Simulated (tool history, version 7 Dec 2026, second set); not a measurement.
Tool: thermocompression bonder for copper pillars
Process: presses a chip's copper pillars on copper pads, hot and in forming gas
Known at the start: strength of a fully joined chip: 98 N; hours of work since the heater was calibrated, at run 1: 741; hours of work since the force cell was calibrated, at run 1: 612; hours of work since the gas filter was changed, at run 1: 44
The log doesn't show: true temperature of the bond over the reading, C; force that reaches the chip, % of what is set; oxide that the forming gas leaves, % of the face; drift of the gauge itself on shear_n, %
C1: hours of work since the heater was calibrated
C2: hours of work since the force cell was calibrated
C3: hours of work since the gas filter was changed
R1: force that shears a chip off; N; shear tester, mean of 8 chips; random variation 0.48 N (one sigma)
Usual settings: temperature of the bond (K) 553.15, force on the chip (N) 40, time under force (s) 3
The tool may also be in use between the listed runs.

Run 1, hour 0: usual settings; C1 741; C2 612; C3 44. Result: R1 36.8 N.
Run 2, hour 28.3: usual settings; C1 760; C2 631; C3 63. Result: R1 35.8 N.
Run 3, hour 57.6: usual settings; C1 780; C2 651; C3 83. Result: R1 36 N.
Run 4, hour 93.6: usual settings; C1 805; C2 676; C3 108. Result: R1 36.8 N.
Run 5, hour 148.7: usual settings; C1 843; C2 714; C3 145. Result: R1 36 N.
Run 6, hour 173.6: usual settings; C1 860; C2 731; C3 162. Result: R1 36.7 N.
Run 7, hour 209.2: usual settings; C1 884; C2 755; C3 187. Result: R1 36.5 N.
Run 8, hour 246.5: usual settings; C1 910; C2 780; C3 212. Result: R1 36.7 N.
Run 9, hour 271.8: usual settings but force on the chip (N) 35; C1 927; C2 798; C3 230. Result: R1 32.8 N.
Run 10, hour 317.1: usual settings; C1 958; C2 829; C3 260. Result: R1 35.9 N.
Run 11, hour 346.7: usual settings; C1 978; C2 849; C3 281. Result: R1 35.5 N.
Run 12, hour 404.3: usual settings but force on the chip (N) 30, time under force (s) 6; C1 1017; C2 888; C3 320. Result: R1 37.7 N.
Run 13, hour 461.7: usual settings but temperature of the bond (K) 570.15, force on the chip (N) 55; C1 1057; C2 927; C3 359. Result: R1 54.9 N.
At hour 482.6: forming gas filter changed.
Run 14, hour 510.3: usual settings but temperature of the bond (K) 570.15, force on the chip (N) 55; C1 1089; C2 960; C3 19. Result: R1 55.9 N.
Run 15, hour 550.1: usual settings but temperature of the bond (K) 541.15, force on the chip (N) 42, time under force (s) 2; C1 1117; C2 987; C3 46. Result: R1 27 N.
Run 16, hour 590.7: usual settings but temperature of the bond (K) 583.15, force on the chip (N) 46, time under force (s) 2; C1 1144; C2 1015; C3 74. Result: R1 48.3 N.
Run 17, hour 643.5: usual settings but temperature of the bond (K) 579.15, force on the chip (N) 56, time under force (s) 7; C1 1180; C2 1051; C3 110. Result: R1 76.4 N.
Run 18, hour 678.6: usual settings but temperature of the bond (K) 527.15, force on the chip (N) 28, time under force (s) 8; C1 1204; C2 1075; C3 134. Result: R1 27.7 N.
At hour 688.8: heater calibrated with a thermocouple chip.
Run 19, hour 706.1: usual settings but temperature of the bond (K) 582.15, force on the chip (N) 24, time under force (s) 4; C1 12; C2 1092; C3 151. Result: R1 38.2 N.
Run 20, hour 739.4: usual settings but temperature of the bond (K) 544.15, force on the chip (N) 60, time under force (s) 5; C1 35; C2 1115; C3 174. Result: R1 52.5 N.
Run 21, hour 766.2: usual settings but temperature of the bond (K) 532.15, force on the chip (N) 60; C1 53; C2 1134; C3 192. Result: R1 38.3 N.
Run 22, hour 814.6: usual settings but temperature of the bond (K) 546.15, force on the chip (N) 25, time under force (s) 7; C1 86; C2 1167; C3 225. Result: R1 31.4 N.

3 ways to go on from here, each from the tool as it stands after run 22. What would each give?
Run A, hour 852.3: usual settings but temperature of the bond (K) 525.15, force on the chip (N) 25, time under force (s) 7; C1 112; C2 1192; C3 251. Result: R1 ?.
Run B, hour 852.3: usual settings but temperature of the bond (K) 569.15, time under force (s) 7; C1 112; C2 1192; C3 251. Result: R1 ?.
Run C, hour 852.3: usual settings but force on the chip (N) 54; C1 112; C2 1192; C3 251. Result: R1 ?.

run    R1
  A  23.4
  B  57.3
  C    45
Without the tool's hidden state the same runs would have given:
run    R1
  A  23.5
  B  57.5
  C  45.1
